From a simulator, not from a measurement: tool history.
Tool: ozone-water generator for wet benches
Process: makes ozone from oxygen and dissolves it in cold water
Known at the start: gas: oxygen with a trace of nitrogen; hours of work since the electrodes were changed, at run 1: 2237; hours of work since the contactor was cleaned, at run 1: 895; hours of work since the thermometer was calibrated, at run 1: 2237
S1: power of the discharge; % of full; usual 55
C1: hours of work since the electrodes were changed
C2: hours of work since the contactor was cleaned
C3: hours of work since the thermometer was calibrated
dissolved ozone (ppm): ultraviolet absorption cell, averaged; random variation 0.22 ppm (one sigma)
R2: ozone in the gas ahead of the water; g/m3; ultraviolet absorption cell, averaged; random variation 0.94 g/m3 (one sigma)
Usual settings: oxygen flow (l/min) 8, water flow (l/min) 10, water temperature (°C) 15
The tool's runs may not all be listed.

run 1 hour=0 | S1=55 oxygen_flow_(l/min)=8 water_flow_(l/min)=10 water_temperature_(°C)=15 | C1=2237 C2=895 C3=2237 | dissolved_ozone_(ppm)=30.7 R2=155
run 2 hour=140.9 | S1=55 oxygen_flow_(l/min)=8 water_flow_(l/min)=10 water_temperature_(°C)=15 | C1=2347 C2=1004 C3=2347 | dissolved_ozone_(ppm)=30.1 R2=155.6
run 3 hour=285.8 | S1=55 oxygen_flow_(l/min)=8 water_flow_(l/min)=10 water_temperature_(°C)=15 | C1=2459 C2=1117 C3=2459 | dissolved_ozone_(ppm)=30 R2=154.6
run 4 hour=362.6 | S1=55 oxygen_flow_(l/min)=8 water_flow_(l/min)=15 water_temperature_(°C)=15 | C1=2519 C2=1177 C3=2519 | dissolved_ozone_(ppm)=25 R2=154.6
run 5 hour=478 | S1=55 oxygen_flow_(l/min)=8 water_flow_(l/min)=15 water_temperature_(°C)=23 | C1=2609 C2=1266 C3=2609 | dissolved_ozone_(ppm)=21.1 R2=156
run 6 hour=600.7 | S1=55 oxygen_flow_(l/min)=8 water_flow_(l/min)=15 water_temperature_(°C)=23 | C1=2704 C2=1362 C3=2704 | dissolved_ozone_(ppm)=20.8 R2=154.2
run 7 hour=768 | S1=55 oxygen_flow_(l/min)=8 water_flow_(l/min)=15 water_temperature_(°C)=23 | C1=2834 C2=1492 C3=2834 | dissolved_ozone_(ppm)=20.8 R2=154.7
run 8 hour=852.2 | S1=55 oxygen_flow_(l/min)=8 water_flow_(l/min)=13 water_temperature_(°C)=15 | C1=2900 C2=1557 C3=2900 | dissolved_ozone_(ppm)=26.3 R2=155.4
run 9 hour=993.5 | S1=55 oxygen_flow_(l/min)=8 water_flow_(l/min)=13 water_temperature_(°C)=15 | C1=3010 C2=1667 C3=3010 | dissolved_ozone_(ppm)=26.1 R2=154.4
run 10 hour=1125.5 | S1=55 oxygen_flow_(l/min)=8 water_flow_(l/min)=13 water_temperature_(°C)=15 | C1=3112 C2=1770 C3=3112 | dissolved_ozone_(ppm)=26 R2=153.9
run 11 hour=1207.8 | S1=81 oxygen_flow_(l/min)=8 water_flow_(l/min)=7 water_temperature_(°C)=20 | C1=3176 C2=1834 C3=3176 | dissolved_ozone_(ppm)=39.8 R2=201.4
run 12 hour=1365.8 | S1=81 oxygen_flow_(l/min)=8 water_flow_(l/min)=7 water_temperature_(°C)=20 | C1=3299 C2=1957 C3=3299 | dissolved_ozone_(ppm)=39.3 R2=201.8
run 13 hour=1454.7 | S1=55 oxygen_flow_(l/min)=14.4 water_flow_(l/min)=10 water_temperature_(°C)=15 | C1=3368 C2=2026 C3=3368 | dissolved_ozone_(ppm)=27.8 R2=126.3
run 14 hour=1548.8 | S1=55 oxygen_flow_(l/min)=14.4 water_flow_(l/min)=10 water_temperature_(°C)=15 | C1=3441 C2=2099 C3=3441 | dissolved_ozone_(ppm)=27.7 R2=125.2
run 15 hour=1638.7 | S1=97 oxygen_flow_(l/min)=7.67 water_flow_(l/min)=14 water_temperature_(°C)=16 | C1=3511 C2=2169 C3=3511 | dissolved_ozone_(ppm)=36.5 R2=232
run 16 hour=1807.1 | S1=55 oxygen_flow_(l/min)=9.95 water_flow_(l/min)=10 water_temperature_(°C)=10 | C1=3642 C2=2300 C3=3642 | dissolved_ozone_(ppm)=32.6 R2=142.3
run 17 hour=1927.6 | S1=93 oxygen_flow_(l/min)=6.96 water_flow_(l/min)=9 water_temperature_(°C)=11 | C1=3736 C2=2393 C3=3736 | dissolved_ozone_(ppm)=48.4 R2=232.3
run 18 hour=2040.9 | S1=93 oxygen_flow_(l/min)=6.96 water_flow_(l/min)=9 water_temperature_(°C)=11 | C1=3824 C2=2481 C3=3824 | dissolved_ozone_(ppm)=47.9 R2=232.5
run 19 hour=2185.5 | S1=63 oxygen_flow_(l/min)=6.96 water_flow_(l/min)=9 water_temperature_(°C)=11 | C1=3936 C2=2594 C3=3936 | dissolved_ozone_(ppm)=35.8 R2=175.5
run 20 hour=2331.9 | S1=55 oxygen_flow_(l/min)=7.36 water_flow_(l/min)=14 water_temperature_(°C)=15 | C1=4050 C2=2708 C3=4050 | dissolved_ozone_(ppm)=24 R2=156.7

Forecast each of these 5 alternatives for the next run:
run A hour=2461.2 | S1=55 oxygen_flow_(l/min)=6.21 water_flow_(l/min)=16 water_temperature_(°C)=15 | C1=4151 C2=2808 C3=4151 | dissolved_ozone_(ppm)=? R2=?
run B hour=2461.2 | S1=55 oxygen_flow_(l/min)=5.36 water_flow_(l/min)=10 water_temperature_(°C)=22 | C1=4151 C2=2808 C3=4151 | dissolved_ozone_(ppm)=? R2=?
run C hour=2461.2 | S1=70 oxygen_flow_(l/min)=8 water_flow_(l/min)=10 water_temperature_(°C)=12 | C1=4151 C2=2808 C3=4151 | dissolved_ozone_(ppm)=? R2=?
run D hour=2461.2 | S1=57 oxygen_flow_(l/min)=7.36 water_flow_(l/min)=8 water_temperature_(°C)=12 | C1=4151 C2=2808 C3=4151 | dissolved_ozone_(ppm)=? R2=?
run E hour=2461.2 | S1=55 oxygen_flow_(l/min)=9.82 water_flow_(l/min)=14 water_temperature_(°C)=15 | C1=4151 C2=2808 C3=4151 | dissolved_ozone_(ppm)=? R2=?

run=A dissolved_ozone_(ppm)=22.3 R2=166.6
run=B dissolved_ozone_(ppm)=24.7 R2=173.1
run=C dissolved_ozone_(ppm)=36.1 R2=178.3
run=D dissolved_ozone_(ppm)=34.7 R2=159.8
run=E dissolved_ozone_(ppm)=24.7 R2=141.4
Without the tool's hidden state the same runs would have given:
run=A dissolved_ozone_(ppm)=24.9 R2=176.1
run=B dissolved_ozone_(ppm)=27.5 R2=182.9
run=C dissolved_ozone_(ppm)=40.7 R2=190.6
run=D dissolved_ozone_(ppm)=38.6 R2=169.2
run=E dissolved_ozone_(ppm)=27.6 R2=149.4

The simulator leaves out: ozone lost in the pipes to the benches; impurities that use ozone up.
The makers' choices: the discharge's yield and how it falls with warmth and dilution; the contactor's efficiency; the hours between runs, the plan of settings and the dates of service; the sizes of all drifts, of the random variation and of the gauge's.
